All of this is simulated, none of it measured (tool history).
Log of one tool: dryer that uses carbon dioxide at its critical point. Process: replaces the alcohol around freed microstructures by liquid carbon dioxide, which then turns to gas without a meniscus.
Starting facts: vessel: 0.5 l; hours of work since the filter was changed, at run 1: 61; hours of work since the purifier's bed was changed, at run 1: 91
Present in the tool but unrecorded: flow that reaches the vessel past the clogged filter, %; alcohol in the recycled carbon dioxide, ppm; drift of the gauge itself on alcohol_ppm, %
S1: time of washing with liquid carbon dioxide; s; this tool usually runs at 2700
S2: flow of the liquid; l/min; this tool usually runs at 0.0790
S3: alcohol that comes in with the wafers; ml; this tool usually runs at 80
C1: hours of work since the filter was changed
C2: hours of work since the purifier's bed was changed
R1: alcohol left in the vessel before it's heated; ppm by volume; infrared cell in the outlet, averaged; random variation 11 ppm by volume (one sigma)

run	hour	S1	S2	S3	C1	C2	R1
1	0.0	2700	0.0790	80	61	91	751
2	13.3	2700	0.0790	80	65	95	746
3	22.3	2700	0.0790	80	68	98	764
4	42.0	2700	0.0790	80	74	105	762
5	50.5	2700	0.0790	80	77	107	769
6	67.1	3480	0.0790	80	82	113	200
7	77.7	2700	0.0790	80	86	116	792
8	91.9	2160	0.1155	80	90	121	365
9	108.6	1920	0.0518	26	96	126	4366
10	124.7	2160	0.0675	105	101	131	5529
11	141.6	2160	0.0675	105	106	137	5598
12	156.4	3900	0.0480	24	111	141	484
13	170.2	1920	0.0480	23	116	146	4612
14	179.5	3600	0.0510	48	119	149	1031

Selected run-to-run steps in R1, each split into two signed amounts: the part the tool would show with no hidden state at all (from settings, incoming material and random variation), and the remainder, which goes to the hidden state together with any gauge scatter not common to the measured and the hidden-state-free results:
Run 11 -> 12: S1 2160 -> 3900, S2 0.0675 -> 0.0480, S3 105 -> 24. R1 -5114 ppm by volume: hidden state -845, all else -4269.
